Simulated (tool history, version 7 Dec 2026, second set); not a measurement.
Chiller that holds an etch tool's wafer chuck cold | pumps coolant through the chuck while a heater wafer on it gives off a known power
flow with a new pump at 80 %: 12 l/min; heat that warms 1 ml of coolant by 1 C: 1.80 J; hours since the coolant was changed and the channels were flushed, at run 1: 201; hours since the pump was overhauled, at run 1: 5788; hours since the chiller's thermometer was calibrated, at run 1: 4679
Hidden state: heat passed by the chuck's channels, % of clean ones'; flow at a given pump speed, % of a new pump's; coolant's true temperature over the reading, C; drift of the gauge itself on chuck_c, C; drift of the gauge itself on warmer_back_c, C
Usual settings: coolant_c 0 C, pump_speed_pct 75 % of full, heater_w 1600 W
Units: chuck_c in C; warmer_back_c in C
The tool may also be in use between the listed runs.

run	day	coolant_c	pump_speed_pct	heater_w	hours since the coolant was changed and the channels were flushed	hours since the pump was overhauled	hours since the chiller's thermometer was calibrated	chuck_c	warmer_back_c
1	0	0	75	1600	201	5788	4679	15.9	4.69
2	8.592	-10	75	1600	407	5995	4885	5.8	4.75
3	14.875	-10	75	1600	558	6145	5036	6.1	4.69
4	19.171	0	96	1600	661	6249	5139	13.2	3.69
5	25.612	0	96	1600	816	6403	5294	13	3.69
# day 26.192: chiller's thermometer calibrated
6	34.796	0	75	1718	1035	6623	206	17.2	5.11
7	39.096	0	75	1718	1139	6726	310	17.2	5.06
8	44.546	0	75	1718	1269	6857	440	17.2	5.01
9	49.708	0	75	1718	1393	6980	564	17.2	5.02
10	55.946	0	75	1718	1543	7130	714	17.1	4.98
11	61.812	0	75	1718	1684	7271	855	17.2	5.03
12	67.796	0	80	1600	1827	7415	998	15.2	4.38
13	73.021	7	75	945	1953	7540	1124	16.6	2.7
14	81.621	4	75	2177	2159	7746	1330	25.8	6.35
15	85.425	3	64	878	2250	7838	1422	12.9	2.89
16	91.85	3	64	878	2405	7992	1576	13	2.89
17	100.058	3	85	878	2602	8189	1773	10.9	2.12
18	105.229	3	85	878	2726	8313	1897	10.8	2.16
19	112.875	9	77	1502	2909	8496	2080	23.7	4.19
20	121.442	-9	68	1221	3115	8702	2286	4.2	3.83
21	128.483	-9	68	1221	3284	8871	2455	4.2	3.8
22	135.025	-9	61	1221	3441	9028	2612	5.5	4.26
23	139.596	10	81	1221	3551	9138	2722	21.4	3.14
24	144.446	9	73	1883	3667	9254	2838	28.2	5.55

Some steps in warmer_back_c between neighbouring runs. How much of each would the tool show without its hidden state too (settings, what came in, random variation), and how much is left for the hidden state, with any gauge scatter that isn't in both results?
Run 5 -> 6: pump_speed_pct 96 -> 75, heater_w 1600 -> 1718, chiller's thermometer calibrated. warmer_back_c +1.42 C: hidden state -0.02, all else +1.44.
Run 9 -> 10: no setting changed, nothing entered. warmer_back_c -0.04 C: hidden state -0.02, all else -0.02.
Run 13 -> 14: coolant_c 7 -> 4, heater_w 945 -> 2177. warmer_back_c +3.65 C: hidden state -0.01, all else +3.66.
Run 14 -> 15: coolant_c 4 -> 3, pump_speed_pct 75 -> 64, heater_w 2177 -> 878. warmer_back_c -3.46 C: hidden state -0.01, all else -3.45.

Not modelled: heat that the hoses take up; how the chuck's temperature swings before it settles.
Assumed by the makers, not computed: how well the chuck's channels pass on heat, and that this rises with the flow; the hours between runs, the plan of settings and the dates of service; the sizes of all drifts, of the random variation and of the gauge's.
